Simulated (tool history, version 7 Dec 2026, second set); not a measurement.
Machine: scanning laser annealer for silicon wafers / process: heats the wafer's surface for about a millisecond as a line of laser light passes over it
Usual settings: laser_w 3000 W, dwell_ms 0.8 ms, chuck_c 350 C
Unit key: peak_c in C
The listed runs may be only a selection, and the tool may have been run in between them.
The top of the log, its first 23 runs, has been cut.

| run | hour | laser_w | dwell_ms | chuck_c | peak_c |
|---|---|---|---|---|---|
| 24 | 362.5 | 2621 | 0.919 | 389 | 1107 |
| 25 | 372.1 | 3045 | 0.905 | 341 | 1159 |
| 26 | 389.8 | 2740 | 0.68 | 353 | 1001 |
| 27 | 409.5 | 3261 | 0.685 | 314 | 1081 |
| 28 | 426.5 | 3261 | 0.685 | 314 | 1080 |
| 29 | 445.4 | 3000 | 0.653 | 322 | 1014 |
| 30 | 461 | 3000 | 0.653 | 322 | 1014 |
| 31 | 473.5 | 2751 | 0.573 | 322 | 923 |
| 32 | 488.8 | 2751 | 0.573 | 322 | 921 |
| 33 | 509.5 | 2751 | 0.573 | 322 | 922 |
| 34 | 526 | 2989 | 0.8 | 356 | 1116 |
| 35 | 547.5 | 2837 | 0.944 | 376 | 1153 |
| 36 | 559.6 | 2590 | 0.842 | 350 | 1026 |
| 37 | 577.5 | 2590 | 0.842 | 350 | 1026 |
| 38 | 586.3 | 2590 | 0.842 | 350 | 1025 |

Each row is a separate what-if for the run after 38, all from the same tool condition, not one after another. Results?
| A | 603 | 2573 | 0.568 | 361 | ? |
| B | 603 | 3000 | 0.8 | 330 | ? |
| C | 603 | 2590 | 0.821 | 350 | ? |

| run | peak_c |
|---|---|
| A | 919 |
| B | 1090 |
| C | 1016 |
Had the tool no hidden state, the same runs would have come out as:
| run | peak_c |
|---|---|
| A | 928 |
| B | 1102 |
| C | 1027 |
